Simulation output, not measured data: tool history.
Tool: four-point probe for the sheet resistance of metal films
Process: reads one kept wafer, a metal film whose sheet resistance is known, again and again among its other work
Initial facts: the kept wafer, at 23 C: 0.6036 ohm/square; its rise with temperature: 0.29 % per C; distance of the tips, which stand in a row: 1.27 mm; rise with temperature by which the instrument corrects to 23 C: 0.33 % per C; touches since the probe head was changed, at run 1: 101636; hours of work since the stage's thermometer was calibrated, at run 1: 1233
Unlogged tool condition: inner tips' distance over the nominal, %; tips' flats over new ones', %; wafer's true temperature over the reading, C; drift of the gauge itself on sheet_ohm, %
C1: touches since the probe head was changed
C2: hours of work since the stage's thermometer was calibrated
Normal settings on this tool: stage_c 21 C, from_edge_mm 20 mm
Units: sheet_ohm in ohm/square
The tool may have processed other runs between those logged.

Run 1, day 0: usual settings; C1 101636; C2 1233. Result: sheet_ohm 0.60669 ohm/square.
Run 2, day 3.342: usual settings; C1 106360; C2 1296. Result: sheet_ohm 0.60634 ohm/square.
Run 3, day 6.942: usual settings but from_edge_mm 5 mm; C1 111451; C2 1363. Result: sheet_ohm 0.625226 ohm/square.
Run 4, day 9.075: usual settings but from_edge_mm 5 mm; C1 114468; C2 1404. Result: sheet_ohm 0.625371 ohm/square.
Run 5, day 13.079: usual settings but from_edge_mm 4 mm; C1 120130; C2 1479. Result: sheet_ohm 0.635929 ohm/square.
Run 6, day 16.046: usual settings but from_edge_mm 4 mm; C1 124327; C2 1535. Result: sheet_ohm 0.636121 ohm/square.
Run 7, day 18.779: usual settings but from_edge_mm 4 mm; C1 128193; C2 1587. Result: sheet_ohm 0.635606 ohm/square.
Run 8, day 22.121: usual settings but from_edge_mm 4 mm; C1 132922; C2 1650. Result: sheet_ohm 0.635527 ohm/square.
Run 9, day 25.512: usual settings but from_edge_mm 14 mm; C1 137715; C2 1713. Result: sheet_ohm 0.60738 ohm/square.
Run 10, day 28.133: usual settings but from_edge_mm 14 mm; C1 141422; C2 1763. Result: sheet_ohm 0.607274 ohm/square.
Run 11, day 32.333: usual settings but from_edge_mm 14 mm; C1 147362; C2 1842. Result: sheet_ohm 0.607057 ohm/square.
Run 12, day 35.867: usual settings but from_edge_mm 8 mm; C1 152360; C2 1908. Result: sheet_ohm 0.612378 ohm/square.
Run 13, day 37.883: usual settings; C1 155210; C2 1946. Result: sheet_ohm 0.605797 ohm/square.
Run 14, day 40.192: usual settings; C1 158472; C2 1990. Result: sheet_ohm 0.605313 ohm/square.
Run 15, day 42.758: usual settings; C1 162105; C2 2038. Result: sheet_ohm 0.60534 ohm/square.
Run 16, day 47.496: usual settings; C1 168807; C2 2128. Result: sheet_ohm 0.605279 ohm/square.
At day 51.438: new probe head fitted.
Run 17, day 51.533: usual settings but from_edge_mm 62 mm; C1 134; C2 2203. Result: sheet_ohm 0.604849 ohm/square.
Run 18, day 56.05: usual settings but from_edge_mm 62 mm; C1 6522; C2 2288. Result: sheet_ohm 0.604692 ohm/square.
Run 19, day 58.817: usual settings but stage_c 20 C, from_edge_mm 62 mm; C1 10436; C2 2340. Result: sheet_ohm 0.604925 ohm/square.
Run 20, day 62.092: usual settings but stage_c 28 C, from_edge_mm 61 mm; C1 15063; C2 2402. Result: sheet_ohm 0.602844 ohm/square.
At day 65.675: stage's thermometer calibrated.
Run 21, day 66.542: usual settings but stage_c 28 C, from_edge_mm 61 mm; C1 21328; C2 16. Result: sheet_ohm 0.601992 ohm/square.
Run 22, day 68.638: usual settings but from_edge_mm 9 mm; C1 24293; C2 56. Result: sheet_ohm 0.609826 ohm/square.
Run 23, day 71.288: usual settings but stage_c 28 C, from_edge_mm 14 mm; C1 28039; C2 106. Result: sheet_ohm 0.60447 ohm/square.
Run 24, day 75.088: usual settings but stage_c 20 C, from_edge_mm 44 mm; C1 33414; C2 177. Result: sheet_ohm 0.603594 ohm/square.
Run 25, day 78.704: usual settings but stage_c 20 C, from_edge_mm 44 mm; C1 38532; C2 245. Result: sheet_ohm 0.60379 ohm/square.
Run 26, day 81.796: usual settings but stage_c 20 C, from_edge_mm 44 mm; C1 42904; C2 304. Result: sheet_ohm 0.603816 ohm/square.
Run 27, day 83.829: usual settings but stage_c 20 C, from_edge_mm 44 mm; C1 45776; C2 342. Result: sheet_ohm 0.60352 ohm/square.
Run 28, day 86.888: usual settings but stage_c 20 C, from_edge_mm 44 mm; C1 50103; C2 400. Result: sheet_ohm 0.603494 ohm/square.
Run 29, day 89.888: usual settings but stage_c 20 C, from_edge_mm 44 mm; C1 54346; C2 456. Result: sheet_ohm 0.603312 ohm/square.

Here are 4 independent what-if runs from the current tool condition. What would each one return?
Run A, day 94.054: usual settings but stage_c 19 C, from_edge_mm 44 mm; C1 60240; C2 535. Result: sheet_ohm ?.
Run B, day 94.054: usual settings but stage_c 30 C, from_edge_mm 36 mm; C1 60240; C2 535. Result: sheet_ohm ?.
Run C, day 94.054: usual settings but stage_c 20 C, from_edge_mm 3 mm; C1 60240; C2 535. Result: sheet_ohm ?.
Run D, day 94.054: usual settings but stage_c 24 C; C1 60240; C2 535. Result: sheet_ohm ?.

run  sheet_ohm
  A   0.603638
  B   0.601015
  C   0.655853
  D   0.603377
With the hidden condition removed and each run's random variation left untouched, the same runs would have given:
run  sheet_ohm
  A    0.60489
  B   0.602261
  C   0.657203
  D   0.604628
